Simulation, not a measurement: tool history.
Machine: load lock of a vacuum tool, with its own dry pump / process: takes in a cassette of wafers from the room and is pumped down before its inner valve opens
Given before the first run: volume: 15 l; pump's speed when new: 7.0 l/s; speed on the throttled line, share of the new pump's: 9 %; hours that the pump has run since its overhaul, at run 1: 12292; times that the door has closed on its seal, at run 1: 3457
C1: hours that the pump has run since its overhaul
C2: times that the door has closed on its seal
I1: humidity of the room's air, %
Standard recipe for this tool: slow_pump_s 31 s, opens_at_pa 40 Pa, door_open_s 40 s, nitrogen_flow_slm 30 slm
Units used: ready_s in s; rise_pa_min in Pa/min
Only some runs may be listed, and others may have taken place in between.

run 1 hour=0.0 | slow_pump_s=31 opens_at_pa=40 door_open_s=40 nitrogen_flow_slm=30 | C1=12292 C2=3457 | I1=46.8 | ready_s=45.8 rise_pa_min=0.044
run 2 hour=104.2 | slow_pump_s=31 opens_at_pa=40 door_open_s=40 nitrogen_flow_slm=30 | C1=12396 C2=3639 | I1=47.4 | ready_s=45.6 rise_pa_min=0.050
run 3 hour=161.2 | slow_pump_s=31 opens_at_pa=40 door_open_s=40 nitrogen_flow_slm=30 | C1=12453 C2=3739 | I1=43.8 | ready_s=46.0 rise_pa_min=0.045
run 4 hour=231.2 | slow_pump_s=31 opens_at_pa=40 door_open_s=40 nitrogen_flow_slm=30 | C1=12523 C2=3861 | I1=46.3 | ready_s=45.9 rise_pa_min=0.042
run 5 hour=289.5 | slow_pump_s=31 opens_at_pa=54 door_open_s=40 nitrogen_flow_slm=30 | C1=12581 C2=3963 | I1=44.6 | ready_s=44.8 rise_pa_min=0.049
run 6 hour=399.2 | slow_pump_s=31 opens_at_pa=54 door_open_s=40 nitrogen_flow_slm=30 | C1=12691 C2=4155 | I1=45.2 | ready_s=45.1 rise_pa_min=0.044
run 7 hour=499.4 | slow_pump_s=31 opens_at_pa=40 door_open_s=40 nitrogen_flow_slm=20 | C1=12791 C2=4330 | I1=44.3 | ready_s=45.8 rise_pa_min=0.054
run 8 hour=617.3 | slow_pump_s=32 opens_at_pa=40 door_open_s=50 nitrogen_flow_slm=12 | C1=12909 C2=4537 | I1=43.4 | ready_s=46.6 rise_pa_min=0.069
run 9 hour=740.8 | slow_pump_s=52 opens_at_pa=61 door_open_s=40 nitrogen_flow_slm=7 | C1=13032 C2=4753 | I1=45.9 | ready_s=64.6 rise_pa_min=0.082
run 10 hour=842.1 | slow_pump_s=52 opens_at_pa=49 door_open_s=40 nitrogen_flow_slm=8 | C1=13134 C2=4930 | I1=43.4 | ready_s=64.6 rise_pa_min=0.071
run 11 hour=967.7 | slow_pump_s=62 opens_at_pa=40 door_open_s=40 nitrogen_flow_slm=30 | C1=13259 C2=5150 | I1=46.1 | ready_s=74.3 rise_pa_min=0.051
run 12 hour=1089.8 | slow_pump_s=36 opens_at_pa=40 door_open_s=40 nitrogen_flow_slm=19 | C1=13381 C2=5363 | I1=43.0 | ready_s=50.5 rise_pa_min=0.060
run 13 hour=1197.5 | slow_pump_s=23 opens_at_pa=79 door_open_s=83 nitrogen_flow_slm=12 | C1=13489 C2=5552 | I1=44.5 | ready_s=37.1 rise_pa_min=0.084
run 14 hour=1294.7 | slow_pump_s=23 opens_at_pa=79 door_open_s=83 nitrogen_flow_slm=12 | C1=13586 C2=5722 | I1=41.3 | ready_s=37.1 rise_pa_min=0.088

5 options for the next run, each taken on its own from the tool as it stands now. Forecast them:
run A hour=1356.2 | slow_pump_s=62 opens_at_pa=79 door_open_s=83 nitrogen_flow_slm=12 | C1=13648 C2=5830 | I1=44.2 | ready_s=? rise_pa_min=?
run B hour=1356.2 | slow_pump_s=34 opens_at_pa=73 door_open_s=40 nitrogen_flow_slm=15 | C1=13648 C2=5830 | I1=44.7 | ready_s=? rise_pa_min=?
run C hour=1356.2 | slow_pump_s=21 opens_at_pa=58 door_open_s=83 nitrogen_flow_slm=12 | C1=13648 C2=5830 | I1=41.1 | ready_s=? rise_pa_min=?
run D hour=1356.2 | slow_pump_s=38 opens_at_pa=40 door_open_s=25 nitrogen_flow_slm=30 | C1=13648 C2=5830 | I1=46.3 | ready_s=? rise_pa_min=?
run E hour=1356.2 | slow_pump_s=34 opens_at_pa=55 door_open_s=83 nitrogen_flow_slm=12 | C1=13648 C2=5830 | I1=45.4 | ready_s=? rise_pa_min=?

run=A ready_s=72.1 rise_pa_min=0.094
run=B ready_s=47.2 rise_pa_min=0.069
run=C ready_s=35.9 rise_pa_min=0.088
run=D ready_s=52.0 rise_pa_min=0.051
run=E ready_s=47.9 rise_pa_min=0.091
Without the tool's unlogged condition, the same runs would have read:
run=A ready_s=71.5 rise_pa_min=0.068
run=B ready_s=46.4 rise_pa_min=0.042
run=C ready_s=35.0 rise_pa_min=0.061
run=D ready_s=51.2 rise_pa_min=0.024
run=E ready_s=47.1 rise_pa_min=0.065
